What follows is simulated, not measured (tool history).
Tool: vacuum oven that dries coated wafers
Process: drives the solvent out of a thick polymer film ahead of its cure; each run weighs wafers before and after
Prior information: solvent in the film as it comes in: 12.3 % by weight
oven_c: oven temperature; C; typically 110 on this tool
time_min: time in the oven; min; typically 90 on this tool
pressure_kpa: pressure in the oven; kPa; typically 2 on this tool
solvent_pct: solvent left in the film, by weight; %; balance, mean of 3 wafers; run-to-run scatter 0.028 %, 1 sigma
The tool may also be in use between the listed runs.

{"run": 1, "hour": 0.0, "oven_c": 110, "time_min": 90, "pressure_kpa": 2, "solvent_pct": 1.18}
{"run": 2, "hour": 66.2, "oven_c": 110, "time_min": 90, "pressure_kpa": 3.41, "solvent_pct": 1.56}
{"run": 3, "hour": 134.7, "oven_c": 110, "time_min": 90, "pressure_kpa": 3.41, "solvent_pct": 1.62}
{"run": 4, "hour": 235.5, "oven_c": 110, "time_min": 90, "pressure_kpa": 3.41, "solvent_pct": 1.61}
{"run": 5, "hour": 299.6, "oven_c": 110, "time_min": 90, "pressure_kpa": 3.7, "solvent_pct": 1.7}
{"run": 6, "hour": 382.5, "oven_c": 110, "time_min": 90, "pressure_kpa": 2, "solvent_pct": 1.24}
{"run": 7, "hour": 493.9, "oven_c": 110, "time_min": 90, "pressure_kpa": 2, "solvent_pct": 1.27}
{"hour": 501.5, "done": "oven's thermocouples calibrated"}
{"run": 8, "hour": 601.6, "oven_c": 110, "time_min": 90, "pressure_kpa": 2, "solvent_pct": 1.25}
{"run": 9, "hour": 703.7, "oven_c": 110, "time_min": 73, "pressure_kpa": 2, "solvent_pct": 1.75}
{"run": 10, "hour": 800.1, "oven_c": 110, "time_min": 73, "pressure_kpa": 2, "solvent_pct": 1.72}
{"run": 11, "hour": 896.0, "oven_c": 111, "time_min": 90, "pressure_kpa": 2, "solvent_pct": 1.21}
{"run": 12, "hour": 954.8, "oven_c": 110, "time_min": 90, "pressure_kpa": 6.56, "solvent_pct": 2.5}
{"run": 13, "hour": 1018.3, "oven_c": 111, "time_min": 124, "pressure_kpa": 1.89, "solvent_pct": 0.76}
{"run": 14, "hour": 1109.3, "oven_c": 105, "time_min": 72, "pressure_kpa": 2, "solvent_pct": 2.49}
{"hour": 1169.5, "done": "oven's thermocouples calibrated, once more"}
{"run": 15, "hour": 1211.0, "oven_c": 103, "time_min": 85, "pressure_kpa": 4.01, "solvent_pct": 2.94}
{"run": 16, "hour": 1302.3, "oven_c": 116, "time_min": 85, "pressure_kpa": 1.68, "solvent_pct": 0.8}
{"run": 17, "hour": 1387.4, "oven_c": 110, "time_min": 90, "pressure_kpa": 6.21, "solvent_pct": 2.39}
{"run": 18, "hour": 1493.5, "oven_c": 109, "time_min": 90, "pressure_kpa": 2.09, "solvent_pct": 1.37}
{"run": 19, "hour": 1550.2, "oven_c": 117, "time_min": 52, "pressure_kpa": 3.96, "solvent_pct": 2.02}
{"hour": 1586.9, "done": "vacuum gauge cleaned of residue and calibrated"}
{"run": 20, "hour": 1606.5, "oven_c": 110, "time_min": 80, "pressure_kpa": 2, "solvent_pct": 1.44}
{"run": 21, "hour": 1658.8, "oven_c": 100, "time_min": 139, "pressure_kpa": 2.33, "solvent_pct": 1.62}
{"run": 22, "hour": 1724.3, "oven_c": 104, "time_min": 137, "pressure_kpa": 5.4, "solvent_pct": 2.29}
{"run": 23, "hour": 1787.1, "oven_c": 103, "time_min": 90, "pressure_kpa": 3.95, "solvent_pct": 2.74}

Hidden state or all else? Some run-to-run changes of solvent_pct, split into what the settings, what came in and random variation would give without the hidden state, and what is left for the hidden state (with any gauge scatter that isn't in both results):
What the log doesn't record here: true wafer temperature over the reading, C; true pressure over the reading, kPa; drift of the gauge itself on solvent_pct, %.
Run 12 -> 13: oven_c 110 -> 111, time_min 90 -> 124, pressure_kpa 6.56 -> 1.89. solvent_pct -1.74 %: hidden state -0.04, all else -1.7.
Run 13 -> 14: oven_c 111 -> 105, time_min 124 -> 72, pressure_kpa 1.89 -> 2. solvent_pct +1.73 %: hidden state +0.09, all else +1.64.
Run 14 -> 15: oven_c 105 -> 103, time_min 72 -> 85, pressure_kpa 2 -> 4.01, oven's thermocouples calibrated, once more. solvent_pct +0.45 %: hidden state -0.09, all else +0.54.
Run 15 -> 16: oven_c 103 -> 116, pressure_kpa 4.01 -> 1.68. solvent_pct -2.14 %: hidden state -0.03, all else -2.11.
